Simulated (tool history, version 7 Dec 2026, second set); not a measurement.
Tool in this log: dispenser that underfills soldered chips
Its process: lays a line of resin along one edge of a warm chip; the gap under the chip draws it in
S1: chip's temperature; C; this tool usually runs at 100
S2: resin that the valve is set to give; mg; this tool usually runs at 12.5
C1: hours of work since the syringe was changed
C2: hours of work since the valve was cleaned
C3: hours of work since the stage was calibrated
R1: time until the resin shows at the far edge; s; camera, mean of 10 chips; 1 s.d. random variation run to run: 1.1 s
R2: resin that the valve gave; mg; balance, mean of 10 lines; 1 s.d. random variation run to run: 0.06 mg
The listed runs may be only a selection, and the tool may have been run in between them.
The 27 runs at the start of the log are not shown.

-- hour=229.5 new syringe of resin
run 28 hour=231.1 | S1=109 S2=14.3 | C1=1 C2=17 C3=341 | R1=73.4 R2=14.16
run 29 hour=238.0 | S1=95 S2=14.7 | C1=6 C2=22 C3=345 | R1=148.8 R2=14.39
-- hour=244.1 new syringe of resin
run 30 hour=249.0 | S1=86 S2=10.7 | C1=3 C2=29 C3=353 | R1=207.2 R2=10.42
-- hour=259.2 new syringe of resin
run 31 hour=260.8 | S1=108 S2=14.0 | C1=1 C2=37 C3=360 | R1=74.1 R2=13.48
run 32 hour=267.5 | S1=109 S2=12.8 | C1=6 C2=42 C3=365 | R1=87.2 R2=12.31
-- hour=273.8 new syringe of resin
run 33 hour=277.5 | S1=109 S2=12.8 | C1=3 C2=48 C3=372 | R1=76.4 R2=12.25
-- hour=288.3 dispensing valve cleaned and set on the balance
-- hour=289.2 new syringe of resin
run 34 hour=290.4 | S1=100 S2=16.2 | C1=1 C2=1 C3=379 | R1=99.5 R2=16.18
run 35 hour=300.1 | S1=102 S2=12.8 | C1=7 C2=8 C3=386 | R1=123.0 R2=12.65

Below are 4 alternative next runs, each starting from the tool's condition after run 35. Predict each:
-- hour=303.4 new syringe of resin
run A hour=306.8 | S1=95 S2=14.5 | C1=2 C2=12 C3=390 | R1=? R2=?
-- hour=303.4 new syringe of resin
run B hour=306.8 | S1=103 S2=12.8 | C1=2 C2=12 C3=390 | R1=? R2=?
-- hour=303.4 new syringe of resin
run C hour=306.8 | S1=104 S2=15.8 | C1=2 C2=12 C3=390 | R1=? R2=?
-- hour=303.4 new syringe of resin
run D hour=306.8 | S1=94 S2=12.5 | C1=2 C2=12 C3=390 | R1=? R2=?

run=A R1=126.1 R2=14.33
run=B R1=94.5 R2=12.62
run=C R1=90.2 R2=15.61
run=D R1=133.5 R2=12.42
Without the tool's unlogged condition, the same runs would have read:
run=A R1=125.8 R2=14.48
run=B R1=93.9 R2=12.75
run=C R1=89.7 R2=15.77
run=D R1=133.2 R2=12.55
